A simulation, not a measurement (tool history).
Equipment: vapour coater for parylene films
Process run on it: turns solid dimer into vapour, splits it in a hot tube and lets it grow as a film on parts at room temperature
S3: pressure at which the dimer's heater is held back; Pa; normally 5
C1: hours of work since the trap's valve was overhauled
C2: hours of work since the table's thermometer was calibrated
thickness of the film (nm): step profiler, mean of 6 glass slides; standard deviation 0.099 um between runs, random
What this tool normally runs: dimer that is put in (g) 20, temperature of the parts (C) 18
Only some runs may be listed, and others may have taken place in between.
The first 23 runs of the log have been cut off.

run 24 hour=1217.9 | dimer_that_is_put_in_(g)=20 temperature_of_the_parts_(C)=26 S3=2.26 | C1=508 C2=1237 | thickness_of_the_film_(nm)=9260
run 25 hour=1261.7 | dimer_that_is_put_in_(g)=11 temperature_of_the_parts_(C)=11 S3=9.32 | C1=546 C2=1276 | thickness_of_the_film_(nm)=7020
run 26 hour=1305.6 | dimer_that_is_put_in_(g)=27 temperature_of_the_parts_(C)=13 S3=4.53 | C1=585 C2=1315 | thickness_of_the_film_(nm)=17380
-- hour=1347.1 trap's valve overhauled
run 27 hour=1362.2 | dimer_that_is_put_in_(g)=27 temperature_of_the_parts_(C)=13 S3=4.53 | C1=13 C2=1361 | thickness_of_the_film_(nm)=20140
run 28 hour=1420.1 | dimer_that_is_put_in_(g)=30 temperature_of_the_parts_(C)=23 S3=10.46 | C1=64 C2=1412 | thickness_of_the_film_(nm)=12350
run 29 hour=1489.7 | dimer_that_is_put_in_(g)=30 temperature_of_the_parts_(C)=23 S3=10.46 | C1=126 C2=1473 | thickness_of_the_film_(nm)=12190
run 30 hour=1559.9 | dimer_that_is_put_in_(g)=30 temperature_of_the_parts_(C)=23 S3=10.46 | C1=188 C2=1535 | thickness_of_the_film_(nm)=12100
run 31 hour=1624.6 | dimer_that_is_put_in_(g)=27 temperature_of_the_parts_(C)=14 S3=3.02 | C1=245 C2=1593 | thickness_of_the_film_(nm)=18820
run 32 hour=1687 | dimer_that_is_put_in_(g)=27 temperature_of_the_parts_(C)=14 S3=3.02 | C1=300 C2=1648 | thickness_of_the_film_(nm)=18770
run 33 hour=1756.1 | dimer_that_is_put_in_(g)=9 temperature_of_the_parts_(C)=13 S3=5 | C1=361 C2=1709 | thickness_of_the_film_(nm)=6100
run 34 hour=1825.8 | dimer_that_is_put_in_(g)=20 temperature_of_the_parts_(C)=28 S3=3.72 | C1=422 C2=1770 | thickness_of_the_film_(nm)=7820
run 35 hour=1875.1 | dimer_that_is_put_in_(g)=20 temperature_of_the_parts_(C)=28 S3=3.72 | C1=466 C2=1813 | thickness_of_the_film_(nm)=7810
run 36 hour=1947.4 | dimer_that_is_put_in_(g)=20 temperature_of_the_parts_(C)=28 S3=3.72 | C1=530 C2=1877 | thickness_of_the_film_(nm)=7590
run 37 hour=2018 | dimer_that_is_put_in_(g)=20 temperature_of_the_parts_(C)=18 S3=8.4 | C1=592 C2=1940 | thickness_of_the_film_(nm)=9780
-- hour=2053 trap's valve overhauled
run 38 hour=2072.5 | dimer_that_is_put_in_(g)=29 temperature_of_the_parts_(C)=18 S3=3.44 | C1=17 C2=1984 | thickness_of_the_film_(nm)=20130
run 39 hour=2126.2 | dimer_that_is_put_in_(g)=20 temperature_of_the_parts_(C)=18 S3=2.6 | C1=65 C2=2031 | thickness_of_the_film_(nm)=14530
run 40 hour=2199.8 | dimer_that_is_put_in_(g)=20 temperature_of_the_parts_(C)=18 S3=2.6 | C1=130 C2=2096 | thickness_of_the_film_(nm)=14400
run 41 hour=2267.5 | dimer_that_is_put_in_(g)=20 temperature_of_the_parts_(C)=18 S3=2.6 | C1=189 C2=2156 | thickness_of_the_film_(nm)=14230
run 42 hour=2326.1 | dimer_that_is_put_in_(g)=12 temperature_of_the_parts_(C)=13 S3=7.6 | C1=241 C2=2208 | thickness_of_the_film_(nm)=8140
run 43 hour=2369.6 | dimer_that_is_put_in_(g)=12 temperature_of_the_parts_(C)=13 S3=7.6 | C1=279 C2=2246 | thickness_of_the_film_(nm)=8110
run 44 hour=2429.7 | dimer_that_is_put_in_(g)=12 temperature_of_the_parts_(C)=13 S3=7.6 | C1=332 C2=2299 | thickness_of_the_film_(nm)=8030
run 45 hour=2481.3 | dimer_that_is_put_in_(g)=12 temperature_of_the_parts_(C)=15 S3=5.43 | C1=378 C2=2345 | thickness_of_the_film_(nm)=7850
run 46 hour=2513.9 | dimer_that_is_put_in_(g)=12 temperature_of_the_parts_(C)=15 S3=5.43 | C1=407 C2=2374 | thickness_of_the_film_(nm)=7940
-- hour=2552 table's thermometer calibrated
run 47 hour=2575.8 | dimer_that_is_put_in_(g)=9 temperature_of_the_parts_(C)=27 S3=5 | C1=460 C2=21 | thickness_of_the_film_(nm)=3310

What if the next run were any one of these 4? Each begins from the tool's condition after run 47:
run A hour=2640 | dimer_that_is_put_in_(g)=9 temperature_of_the_parts_(C)=30 S3=4.61 | C1=517 C2=78 | thickness_of_the_film_(nm)=?
run B hour=2640 | dimer_that_is_put_in_(g)=17 temperature_of_the_parts_(C)=10 S3=9.08 | C1=517 C2=78 | thickness_of_the_film_(nm)=?
run C hour=2640 | dimer_that_is_put_in_(g)=13 temperature_of_the_parts_(C)=24 S3=7.5 | C1=517 C2=78 | thickness_of_the_film_(nm)=?
run D hour=2640 | dimer_that_is_put_in_(g)=21 temperature_of_the_parts_(C)=29 S3=5.73 | C1=517 C2=78 | thickness_of_the_film_(nm)=?

run=A thickness_of_the_film_(nm)=2860
run=B thickness_of_the_film_(nm)=11280
run=C thickness_of_the_film_(nm)=4870
run=D thickness_of_the_film_(nm)=6630
Without the tool's hidden state the same runs would have given:
run=A thickness_of_the_film_(nm)=3230
run=B thickness_of_the_film_(nm)=12790
run=C thickness_of_the_film_(nm)=5500
run=D thickness_of_the_film_(nm)=7480

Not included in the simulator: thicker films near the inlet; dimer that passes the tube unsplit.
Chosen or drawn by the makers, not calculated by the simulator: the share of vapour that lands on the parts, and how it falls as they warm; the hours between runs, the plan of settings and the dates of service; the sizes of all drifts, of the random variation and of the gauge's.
